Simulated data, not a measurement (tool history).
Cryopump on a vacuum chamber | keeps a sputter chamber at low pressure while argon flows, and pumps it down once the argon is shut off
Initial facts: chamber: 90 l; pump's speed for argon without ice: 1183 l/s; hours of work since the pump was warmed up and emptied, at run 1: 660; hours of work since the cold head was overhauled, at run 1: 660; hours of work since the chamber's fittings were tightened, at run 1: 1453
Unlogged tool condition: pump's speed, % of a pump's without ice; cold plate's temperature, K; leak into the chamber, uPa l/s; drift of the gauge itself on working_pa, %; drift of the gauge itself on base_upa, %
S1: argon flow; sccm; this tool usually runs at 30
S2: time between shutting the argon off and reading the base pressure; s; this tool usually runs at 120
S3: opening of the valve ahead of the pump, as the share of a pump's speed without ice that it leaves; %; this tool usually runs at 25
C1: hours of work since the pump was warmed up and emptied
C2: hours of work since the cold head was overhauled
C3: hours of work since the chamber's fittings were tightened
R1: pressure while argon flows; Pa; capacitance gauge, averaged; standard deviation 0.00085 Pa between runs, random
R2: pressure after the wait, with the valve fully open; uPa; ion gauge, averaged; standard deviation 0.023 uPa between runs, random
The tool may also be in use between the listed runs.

run   hour  S1   S2  S3   C1    C2    C3      R1    R2
  1    0.0  30  120  25  660   660  1453  0.1783  2.53
  2   56.8  30  120  31  683   683  1476  0.1439  2.53
      84.2  -- pump warmed up, emptied and cooled again
  3   96.9  30  120  31    5   697  1490  0.1389  2.25
  4  146.6  24  120  25   25   717  1510  0.1378  2.35
  5  176.6  30  120  25   37   729  1522  0.1721  2.27
  6  241.7  30  120  25   63   755  1548  0.1722  2.36
  7  293.4  26  120  25   84   776  1569  0.1494  2.44
  8  321.3  30  120  31   95   787  1580  0.1389  2.38
  9  352.3  30  120  41  108   800  1593  0.1061  2.47
 10  414.7  30  120  15  133   825  1618  0.2881  2.51
 11  443.0  30  120  15  144   836  1629  0.2874  2.55
 12  474.6  30  120  15  157   849  1642  0.2868  2.48
 13  534.0  48  299  28  180   873  1665  0.2492  2.19
 14  570.6  30  120  16  195   887  1680  0.2725  2.53
 15  608.1  30  120  16  210   902  1695  0.2698  2.61
 16  648.3  30  120  16  226   918  1711  0.2709  2.58
 17  678.4  30  166  41  238   930  1723  0.1076  2.40
 18  719.4  30  166  41  255   947  1740  0.1082  2.43
 19  762.4  30  248  36  272   964  1757  0.1211  2.43
 20  792.7  48  248  36  284   976  1769  0.1957  2.37
 21  847.3  48  248  36  306   998  1791  0.1968  2.50
 22  888.0  26   26  23  322  1015  1807  0.1653  4.72
 23  947.0  20  112  31  346  1038  1831  0.0949  2.78
 24  980.5  20  112  31  360  1052  1845  0.0941  2.84

Difference, measured minus no-hidden-state, one row per run. Run-to-run variation is common to both terms; the gauge's own scatter need not be:
run       R1     R2
  1  +0.0073  +1.71
  2  +0.0076  +1.72
  3  +0.0007  +1.46
  4  +0.0007  +1.51
  5  +0.0010  +1.50
  6  +0.0013  +1.55
  7  +0.0013  +1.63
  8  +0.0016  +1.59
  9  +0.0017  +1.66
 10  +0.0020  +1.68
 11  +0.0021  +1.73
 12  +0.0023  +1.68
 13  +0.0041  +1.72
 14  +0.0027  +1.73
 15  +0.0029  +1.78
 16  +0.0030  +1.80
 17  +0.0031  +1.79
 18  +0.0034  +1.79
 19  +0.0035  +1.89
 20  +0.0059  +1.83
 21  +0.0063  +1.95
 22  +0.0036  +1.94
 23  +0.0029  +1.93
 24  +0.0031  +2.00
